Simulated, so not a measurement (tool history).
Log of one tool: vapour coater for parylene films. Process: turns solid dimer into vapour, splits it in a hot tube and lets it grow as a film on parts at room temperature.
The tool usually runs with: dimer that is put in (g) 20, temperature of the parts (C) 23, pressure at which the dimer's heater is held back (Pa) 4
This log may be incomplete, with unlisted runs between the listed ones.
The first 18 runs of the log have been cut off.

run	hour	dimer that is put in (g)	temperature of the parts (C)	pressure at which the dimer's heater is held back (Pa)	thickness of the film (nm)
19	613.2	20	23	8.58	7750
20	638.1	20	23	8.58	7840
21	664.8	20	23	8.58	7780
22	697	10	25	4.04	3850
23	739.4	13	23	4	5310
24	764.8	12	26	6.26	4170
25	791.6	19	23	4	7770
26	832.1	31	18	2.32	16590
27	863.1	9	33	2.47	2390
28	900.4	20	17	2.12	11130
29	935.2	20	17	2.12	11130
30	977.4	23	31	2.5	6640
31	997.9	23	31	2.5	6490
32	1030.7	8	23	4	3180
# hour 1060.9: trap's valve overhauled
33	1077.7	26	28	4	8820
34	1116.6	15	23	5.08	6320
35	1149	15	32	6.57	4100
36	1172.8	17	23	2.55	7380
37	1217.9	17	23	2.55	7420
38	1251.4	17	23	2.55	7390
39	1283.6	17	23	2.55	7420
40	1329	17	23	2.55	7290
41	1371.6	17	18	3.07	8930
42	1391.9	16	23	4	6510

Alternative continuations, all from the tool just after run 42; predict every row:
A	1425.8	21	18	4	?
B	1425.8	20	22	2.13	?
C	1425.8	20	31	2.23	?
D	1425.8	9	35	4	?

run	thickness of the film (nm)
A	10730
B	8890
C	5810
D	2150
Had the tool no hidden state, the same runs would have come out as:
run	thickness of the film (nm)
A	11650
B	9650
C	6310
D	2330
